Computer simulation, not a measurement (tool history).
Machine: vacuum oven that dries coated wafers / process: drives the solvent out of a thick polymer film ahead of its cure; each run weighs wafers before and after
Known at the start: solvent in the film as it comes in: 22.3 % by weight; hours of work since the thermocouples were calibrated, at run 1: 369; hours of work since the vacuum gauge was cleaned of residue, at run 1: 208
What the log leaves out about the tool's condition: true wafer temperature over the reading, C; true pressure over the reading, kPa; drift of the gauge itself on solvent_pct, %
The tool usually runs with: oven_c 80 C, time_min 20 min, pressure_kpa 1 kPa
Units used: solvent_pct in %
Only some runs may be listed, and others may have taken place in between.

run   hour  oven_c  time_min  pressure_kpa  hours of work since the thermocouples were calibrated  hours of work since the vacuum gauge was cleaned of residue  solvent_pct
  1      0      80        20             1                                                    369                                                          208         3.18
  2   10.2      80        20             1                                                    374                                                          213         3.16
  3   20.5      80        20             1                                                    380                                                          219         3.25
  4   33.1      72        20             1                                                    387                                                          226          5.2
  5   44.1      75        20             1                                                    393                                                          232         4.39
  6   51.1      75        20             1                                                    397                                                          236         4.33
  7   57.2      75        20             1                                                    401                                                          240         4.43
  8   65.8      75        20             1                                                    406                                                          244         4.36
  9   73.5      80        20          2.37                                                    410                                                          249         4.33
 10   82.2      80        20          2.37                                                    415                                                          254         4.25
 11   92.7      80        20             1                                                    421                                                          259         3.26
 12   99.6      80        20             1                                                    424                                                          263         3.21
 13  109.2      80        20             1                                                    430                                                          269         3.24
 14  116.3      80        20             1                                                    434                                                          273         3.28
 15  121.5      80        20          2.92                                                    437                                                          276         4.65
 16  128.9      80        20          2.92                                                    441                                                          280         4.79
 17  136.3      80        20             1                                                    445                                                          284         3.29
 18  142.6      93        20             1                                                    449                                                          287         1.13
 19  150.9      93        20             1                                                    453                                                          292         1.13
 20  160.3      93        20             1                                                    458                                                          297         1.14
 21  166.5      93        20          0.85                                                    462                                                          301         1.11
 22  173.7      77        20          0.93                                                    466                                                          305         3.89
 23  181.2      77        20          0.93                                                    470                                                          309         3.84
 24  190.8      77        33          0.93                                                    475                                                          314         1.98
 25  203.4      67        33          0.93                                                    482                                                          321         4.02
 26  211.8      80        18           0.9                                                    487                                                          326         3.82
 27  223.5      80        18          2.88                                                    494                                                          333         5.22
 28  232.8      71        25          1.67                                                    499                                                          338         5.12
 29  238.8      72        31           0.6                                                    502                                                          341         2.78
 30  246.8      94        34           0.6                                                    507                                                          346         0.41

Expected results for the next run?
 31  258.8      78        20          0.53                                                    513                                                          352            ?

{"run 31": {"solvent_pct": 3.29}}
Had the tool carried no hidden state, the very same run would have given solvent_pct 3.06 %.

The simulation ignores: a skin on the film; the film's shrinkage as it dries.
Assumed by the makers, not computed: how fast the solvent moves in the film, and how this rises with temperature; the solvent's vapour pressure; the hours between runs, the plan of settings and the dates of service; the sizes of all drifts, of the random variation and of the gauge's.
